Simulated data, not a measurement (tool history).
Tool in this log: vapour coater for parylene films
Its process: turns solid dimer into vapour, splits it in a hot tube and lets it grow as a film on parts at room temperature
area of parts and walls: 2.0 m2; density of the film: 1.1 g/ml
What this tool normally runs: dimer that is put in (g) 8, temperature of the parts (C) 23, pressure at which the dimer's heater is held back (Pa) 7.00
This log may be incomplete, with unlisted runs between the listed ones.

run,hour,dimer that is put in (g),temperature of the parts (C),pressure at which the dimer's heater is held back (Pa),thickness of the film (um)
1,0.0,8,23,7.00,2.482
2,53.4,8,23,7.00,2.469
3,118.1,8,23,7.00,2.446
4,169.0,8,23,7.00,2.438
5,200.3,8,23,7.00,2.427
6,234.1,8,23,3.39,2.696
7,280.2,8,23,3.39,2.679
8,317.6,4,23,7.00,1.201
9,370.2,4,23,7.00,1.191
10,402.1,4,23,7.00,1.190
11,441.5,4,23,7.00,1.184
# hour 491.1: trap's valve overhauled
12,511.5,4,23,7.00,1.239
13,581.8,4,23,7.00,1.234
14,655.4,4,23,7.00,1.224
15,693.0,6,23,7.00,1.805
16,748.3,6,23,7.00,1.821
17,800.4,6,23,7.00,1.802
# hour 817.8: table's thermometer calibrated
18,835.2,8,23,7.00,2.328
19,891.9,4,20,7.00,1.232
20,962.3,8,18,7.00,2.603
# hour 979.5: trap's valve overhauled
21,1027.7,11,23,2.29,3.941
22,1101.0,11,23,2.29,3.909
23,1144.5,11,15,4.65,4.277
24,1203.1,3,19,7.34,0.972
25,1254.4,3,19,7.34,0.978
26,1296.4,3,19,7.34,0.976
27,1326.4,11,19,7.34,3.566
28,1370.4,4,18,9.97,1.270
29,1441.3,9,35,3.02,2.186
# hour 1466.6: trap's valve overhauled
30,1517.9,5,27,7.49,1.367
31,1581.7,5,27,7.49,1.348
32,1619.6,5,29,7.00,1.290
33,1652.4,8,28,7.00,2.117
34,1697.7,10,30,4.26,2.684

3 ways to go on from here, each from the tool as it stands after run 34. What would each give?
A,1755.4,10,30,8.48,?
B,1755.4,11,21,4.30,?
C,1755.4,4,30,4.26,?

run,thickness of the film (um)
A,2.423
B,3.672
C,1.071
Stripped of hidden state, with their random variation kept, the same runs would have yielded:
run,thickness of the film (um)
A,2.502
B,3.793
C,1.106
